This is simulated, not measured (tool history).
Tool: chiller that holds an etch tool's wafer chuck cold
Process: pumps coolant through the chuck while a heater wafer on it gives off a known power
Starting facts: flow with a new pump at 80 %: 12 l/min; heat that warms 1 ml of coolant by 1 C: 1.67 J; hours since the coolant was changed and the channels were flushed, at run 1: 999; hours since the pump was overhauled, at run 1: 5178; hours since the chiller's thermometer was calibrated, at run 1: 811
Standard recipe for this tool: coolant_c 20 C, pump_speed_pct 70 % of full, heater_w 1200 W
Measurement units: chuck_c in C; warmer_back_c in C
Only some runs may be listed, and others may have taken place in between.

run,hour,coolant_c,pump_speed_pct,heater_w,hours since the coolant was changed and the channels were flushed,hours since the pump was overhauled,hours since the chiller's thermometer was calibrated,chuck_c,warmer_back_c
1,0.0,20,70,1200,999,5178,811,38.5,4.68
2,56.5,20,67,1200,1055,5234,868,39.4,4.93
3,165.0,20,70,1200,1164,5343,976,38.6,4.67
4,298.0,20,70,1200,1297,5476,1109,39.0,4.72
5,366.7,20,70,856,1365,5544,1178,33.5,3.37
6,466.8,20,70,856,1465,5644,1278,33.9,3.43
7,572.7,20,70,1282,1571,5750,1384,40.6,5.10
8,641.9,20,70,1282,1640,5820,1453,40.7,5.11
9,763.2,20,70,1200,1762,5941,1575,39.4,4.80
10,861.6,20,70,1200,1860,6039,1673,39.7,4.80
# hour 879.1: coolant pump overhauled
11,935.7,20,94,1200,1929,57,1742,33.7,3.03
12,991.3,20,94,1200,1985,112,1798,33.9,3.07
# hour 1002.0: chiller's thermometer calibrated
13,1078.0,20,94,1200,2071,198,76,33.9,3.06
14,1195.9,20,92,1200,2188,316,194,34.6,3.18
15,1270.3,20,92,1200,2263,390,268,34.2,3.16
16,1340.0,20,70,1200,2333,460,338,38.0,4.17
17,1445.1,15,73,1021,2438,565,443,30.1,3.39
18,1515.8,24,66,1200,2508,636,514,43.2,4.50
# hour 1614.6: chiller's thermometer calibrated, once more
19,1614.6,11,63,816,2606,733,0,24.2,3.20
20,1719.5,11,97,815,2711,838,105,20.3,2.01
21,1798.1,19,72,815,2790,917,184,31.1,2.76
22,1868.0,20,70,1575,2860,987,253,43.8,5.53
23,1938.7,20,70,1575,2930,1058,324,43.9,5.53
24,2072.0,24,70,1424,3063,1191,457,45.7,4.95
25,2191.3,23,96,752,3183,1310,577,32.0,1.95
26,2293.1,22,98,1200,3285,1412,679,36.2,3.02
27,2382.5,13,70,1200,3374,1501,768,31.9,4.22

Forecast run 28:
28,2482.3,16,60,808,3474,1601,868,?,?

chuck_c: 30.6 C
warmer_back_c: 3.32 C
With no hidden state in the tool, this same run would have given chuck_c 28.0 C, warmer_back_c 3.19 C.
